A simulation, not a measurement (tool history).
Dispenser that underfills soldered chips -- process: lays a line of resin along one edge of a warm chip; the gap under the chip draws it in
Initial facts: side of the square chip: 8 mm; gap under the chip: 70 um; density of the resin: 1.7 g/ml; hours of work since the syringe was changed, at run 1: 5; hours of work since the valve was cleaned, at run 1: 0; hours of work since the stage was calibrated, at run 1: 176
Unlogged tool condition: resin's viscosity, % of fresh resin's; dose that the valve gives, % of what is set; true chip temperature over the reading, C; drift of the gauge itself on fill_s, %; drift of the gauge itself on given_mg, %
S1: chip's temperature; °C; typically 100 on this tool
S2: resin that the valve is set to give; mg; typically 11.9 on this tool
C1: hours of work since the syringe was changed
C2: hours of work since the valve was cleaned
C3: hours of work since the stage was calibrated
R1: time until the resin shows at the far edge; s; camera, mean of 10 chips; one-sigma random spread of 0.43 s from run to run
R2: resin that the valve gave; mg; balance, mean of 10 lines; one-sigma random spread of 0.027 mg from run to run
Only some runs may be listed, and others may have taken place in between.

run,day,S1,S2,C1,C2,C3,R1,R2
1,0.000,100,11.9,5,0,176,37.8,11.92
2,0.275,100,11.9,9,4,180,46.9,11.90
# day 0.362: new syringe of resin
3,0.608,111,11.9,4,9,185,23.0,11.83
4,0.900,111,11.9,8,14,189,28.7,11.88
# day 1.042: new syringe of resin
5,1.217,111,11.9,3,18,194,21.6,11.82
6,1.479,111,11.9,7,23,198,26.4,11.76
# day 1.696: new syringe of resin
7,1.854,101,11.4,2,28,204,32.7,11.26
8,2.146,100,13.0,7,33,208,41.6,12.79
# day 2.367: new syringe of resin
9,2.438,111,10.4,1,37,213,20.6,10.16
10,2.754,113,14.5,6,42,218,24.1,14.16
# day 3.000: dispensing valve cleaned and set on the balance
11,3.021,113,14.7,10,0,221,27.7,14.76

Branching from run 11: 4 alternative next runs. What would each branch give?
# day 3.058: new syringe of resin
A,3.208,86,14.5,2,3,224,?,?
# day 3.058: new syringe of resin
B,3.208,106,10.6,2,3,224,?,?
# day 3.058: new syringe of resin
C,3.208,108,12.5,2,3,224,?,?
# day 3.058: new syringe of resin
D,3.208,86,14.1,2,3,224,?,?

run,R1,R2
A,63.1,14.50
B,27.1,10.62
C,24.2,12.51
D,61.6,14.11
Had the tool no hidden state, the same runs would have come out as:
run,R1,R2
A,58.8,14.46
B,25.2,10.59
C,22.5,12.47
D,57.5,14.07
